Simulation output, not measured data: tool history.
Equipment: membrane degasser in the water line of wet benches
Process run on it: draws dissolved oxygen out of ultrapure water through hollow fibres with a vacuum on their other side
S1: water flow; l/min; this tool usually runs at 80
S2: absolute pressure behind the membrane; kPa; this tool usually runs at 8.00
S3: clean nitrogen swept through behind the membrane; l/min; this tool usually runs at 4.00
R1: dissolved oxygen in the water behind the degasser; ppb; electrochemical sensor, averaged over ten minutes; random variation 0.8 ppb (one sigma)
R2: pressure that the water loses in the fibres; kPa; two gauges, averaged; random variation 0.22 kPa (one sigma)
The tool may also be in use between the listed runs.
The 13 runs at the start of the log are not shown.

run 14 hour=1779.6 | S1=56 S2=8.00 S3=4.00 | R1=161.7 R2=47.62
run 15 hour=1864.8 | S1=56 S2=8.00 S3=4.00 | R1=161.2 R2=47.62
run 16 hour=1953.7 | S1=56 S2=8.00 S3=4.00 | R1=162.0 R2=47.65
run 17 hour=2131.5 | S1=56 S2=8.00 S3=4.00 | R1=161.4 R2=47.45
-- hour=2148.2 vacuum gauge calibrated
run 18 hour=2218.0 | S1=56 S2=8.00 S3=4.00 | R1=154.9 R2=47.45
run 19 hour=2412.8 | S1=56 S2=8.00 S3=4.00 | R1=154.4 R2=47.65
run 20 hour=2557.1 | S1=63 S2=8.00 S3=4.00 | R1=174.4 R2=53.79
run 21 hour=2700.3 | S1=63 S2=8.00 S3=4.00 | R1=174.6 R2=53.75
run 22 hour=2843.7 | S1=63 S2=8.00 S3=4.00 | R1=174.1 R2=53.29
run 23 hour=2985.4 | S1=65 S2=11.45 S3=5.70 | R1=221.1 R2=55.17
run 24 hour=3129.9 | S1=80 S2=11.69 S3=10.80 | R1=159.6 R2=68.45
run 25 hour=3282.9 | S1=55 S2=5.20 S3=9.51 | R1=31.3 R2=47.29
run 26 hour=3448.8 | S1=93 S2=18.55 S3=11.68 | R1=300.7 R2=79.19
run 27 hour=3595.2 | S1=93 S2=18.55 S3=11.68 | R1=299.7 R2=79.06
run 28 hour=3724.4 | S1=56 S2=6.69 S3=5.40 | R1=88.7 R2=48.00
run 29 hour=3822.9 | S1=80 S2=8.00 S3=3.01 | R1=278.3 R2=68.03
run 30 hour=3961.5 | S1=90 S2=5.47 S3=5.78 | R1=98.1 R2=76.58

Expected results for the next run?
run 31 hour=4107.1 | S1=113 S2=13.96 S3=9.71 | R1=? R2=?

Run 31 came out at R1 313.4 ppb, R2 96.53 kPa.
Minus the tool's unlogged condition, the same run would have read R1 306.9 ppb, R2 93.67 kPa.
